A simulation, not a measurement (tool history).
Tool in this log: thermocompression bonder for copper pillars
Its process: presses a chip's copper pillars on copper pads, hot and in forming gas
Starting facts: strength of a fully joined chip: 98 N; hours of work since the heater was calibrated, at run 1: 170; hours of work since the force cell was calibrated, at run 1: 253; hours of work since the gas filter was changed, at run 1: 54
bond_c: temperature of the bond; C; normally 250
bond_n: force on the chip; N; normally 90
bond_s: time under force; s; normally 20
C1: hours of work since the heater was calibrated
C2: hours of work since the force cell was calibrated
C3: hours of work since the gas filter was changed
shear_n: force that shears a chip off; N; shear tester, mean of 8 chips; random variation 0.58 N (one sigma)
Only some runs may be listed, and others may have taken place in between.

run 1 day=0.000 | bond_c=250 bond_n=90 bond_s=20 | C1=170 C2=253 C3=54 | shear_n=39.8
run 2 day=0.433 | bond_c=250 bond_n=90 bond_s=20 | C1=176 C2=260 C3=60 | shear_n=38.7
run 3 day=0.829 | bond_c=250 bond_n=90 bond_s=20 | C1=182 C2=266 C3=66 | shear_n=39.2
run 4 day=1.692 | bond_c=250 bond_n=90 bond_s=20 | C1=195 C2=278 C3=79 | shear_n=39.5
run 5 day=2.538 | bond_c=250 bond_n=90 bond_s=44 | C1=208 C2=291 C3=92 | shear_n=50.2
run 6 day=3.350 | bond_c=250 bond_n=90 bond_s=44 | C1=220 C2=303 C3=104 | shear_n=50.9
run 7 day=3.771 | bond_c=254 bond_n=90 bond_s=20 | C1=226 C2=309 C3=110 | shear_n=40.8
run 8 day=4.542 | bond_c=254 bond_n=90 bond_s=20 | C1=237 C2=321 C3=121 | shear_n=40.4
-- day=4.838 forming gas filter changed
run 9 day=5.433 | bond_c=254 bond_n=90 bond_s=20 | C1=250 C2=334 C3=9 | shear_n=43.8
run 10 day=6.058 | bond_c=254 bond_n=90 bond_s=20 | C1=260 C2=343 C3=18 | shear_n=43.8
run 11 day=6.625 | bond_c=254 bond_n=90 bond_s=20 | C1=268 C2=351 C3=27 | shear_n=42.7
run 12 day=7.471 | bond_c=250 bond_n=79 bond_s=20 | C1=281 C2=364 C3=39 | shear_n=36.9
-- day=7.617 heater calibrated with a thermocouple chip
run 13 day=8.346 | bond_c=250 bond_n=79 bond_s=20 | C1=11 C2=376 C3=51 | shear_n=37.3
run 14 day=8.788 | bond_c=250 bond_n=79 bond_s=20 | C1=17 C2=382 C3=57 | shear_n=37.1
run 15 day=9.454 | bond_c=250 bond_n=79 bond_s=20 | C1=27 C2=392 C3=67 | shear_n=36.3
run 16 day=9.904 | bond_c=250 bond_n=79 bond_s=20 | C1=34 C2=399 C3=74 | shear_n=35.9
run 17 day=10.592 | bond_c=250 bond_n=79 bond_s=44 | C1=44 C2=409 C3=84 | shear_n=48.7
-- day=10.862 heater calibrated with a thermocouple chip, once more
run 18 day=11.558 | bond_c=250 bond_n=79 bond_s=44 | C1=10 C2=422 C3=97 | shear_n=47.4
run 19 day=12.058 | bond_c=250 bond_n=79 bond_s=51 | C1=18 C2=430 C3=105 | shear_n=50.4
run 20 day=12.471 | bond_c=250 bond_n=79 bond_s=48 | C1=24 C2=436 C3=111 | shear_n=50.3
run 21 day=12.904 | bond_c=250 bond_n=61 bond_s=34 | C1=30 C2=442 C3=117 | shear_n=36.7
-- day=13.450 forming gas filter changed
run 22 day=13.750 | bond_c=250 bond_n=109 bond_s=18 | C1=43 C2=454 C3=4 | shear_n=45.0
run 23 day=14.171 | bond_c=242 bond_n=90 bond_s=15 | C1=49 C2=461 C3=11 | shear_n=33.0
run 24 day=14.875 | bond_c=225 bond_n=81 bond_s=20 | C1=59 C2=471 C3=21 | shear_n=24.8
run 25 day=15.533 | bond_c=278 bond_n=61 bond_s=20 | C1=69 C2=481 C3=31 | shear_n=49.4
run 26 day=16.025 | bond_c=278 bond_n=61 bond_s=20 | C1=76 C2=488 C3=38 | shear_n=48.7
run 27 day=16.483 | bond_c=278 bond_n=61 bond_s=20 | C1=83 C2=495 C3=45 | shear_n=49.6
run 28 day=17.317 | bond_c=223 bond_n=76 bond_s=20 | C1=96 C2=507 C3=57 | shear_n=22.3
run 29 day=18.196 | bond_c=223 bond_n=76 bond_s=20 | C1=109 C2=520 C3=71 | shear_n=22.5
run 30 day=18.650 | bond_c=250 bond_n=114 bond_s=20 | C1=115 C2=527 C3=77 | shear_n=45.0
run 31 day=19.175 | bond_c=235 bond_n=90 bond_s=21 | C1=123 C2=535 C3=85 | shear_n=31.4
run 32 day=19.967 | bond_c=245 bond_n=99 bond_s=21 | C1=135 C2=547 C3=97 | shear_n=38.3
run 33 day=20.729 | bond_c=254 bond_n=80 bond_s=20 | C1=146 C2=558 C3=108 | shear_n=38.5
run 34 day=21.579 | bond_c=274 bond_n=72 bond_s=50 | C1=159 C2=571 C3=121 | shear_n=62.9
-- day=21.892 forming gas filter changed
run 35 day=22.442 | bond_c=274 bond_n=72 bond_s=50 | C1=171 C2=583 C3=8 | shear_n=67.2
run 36 day=23.192 | bond_c=250 bond_n=80 bond_s=20 | C1=182 C2=594 C3=19 | shear_n=38.1
run 37 day=23.779 | bond_c=224 bond_n=131 bond_s=20 | C1=191 C2=603 C3=28 | shear_n=32.3
run 38 day=24.654 | bond_c=231 bond_n=76 bond_s=48 | C1=204 C2=616 C3=41 | shear_n=38.8
run 39 day=25.354 | bond_c=250 bond_n=90 bond_s=31 | C1=215 C2=627 C3=51 | shear_n=47.3

Difference, measured minus no-hidden-state, one row per run. Run-to-run variation is common to both terms; the gauge's own scatter need not be:
Hidden state present: true temperature of the bond over the reading, C; force that reaches the chip, % of what is set; oxide that the forming gas leaves, % of the face; drift of the gauge itself on shear_n, %.
run=1 shear_n=-0.8
run=2 shear_n=-1.0
run=3 shear_n=-1.2
run=4 shear_n=-1.6
run=5 shear_n=-2.7
run=6 shear_n=-3.2
run=7 shear_n=-2.6
run=8 shear_n=-3.0
run=9 shear_n=+0.7
run=10 shear_n=+0.4
run=11 shear_n=+0.1
run=12 shear_n=-0.1
run=13 shear_n=-0.2
run=14 shear_n=-0.3
run=15 shear_n=-0.6
run=16 shear_n=-0.8
run=17 shear_n=-1.6
run=18 shear_n=-2.3
run=19 shear_n=-2.7
run=20 shear_n=-2.9
run=21 shear_n=-2.2
run=22 shear_n=+1.3
run=23 shear_n=+1.0
run=24 shear_n=+0.7
run=25 shear_n=+0.3
run=26 shear_n=+0.1
run=27 shear_n=-0.2
run=28 shear_n=+0.1
run=29 shear_n=-0.2
run=30 shear_n=-1.1
run=31 shear_n=-0.7
run=32 shear_n=-1.3
run=33 shear_n=-1.8
run=34 shear_n=-4.4
run=35 shear_n=+1.3
run=36 shear_n=+1.1
run=37 shear_n=+1.0
run=38 shear_n=+0.6
run=39 shear_n=+0.1

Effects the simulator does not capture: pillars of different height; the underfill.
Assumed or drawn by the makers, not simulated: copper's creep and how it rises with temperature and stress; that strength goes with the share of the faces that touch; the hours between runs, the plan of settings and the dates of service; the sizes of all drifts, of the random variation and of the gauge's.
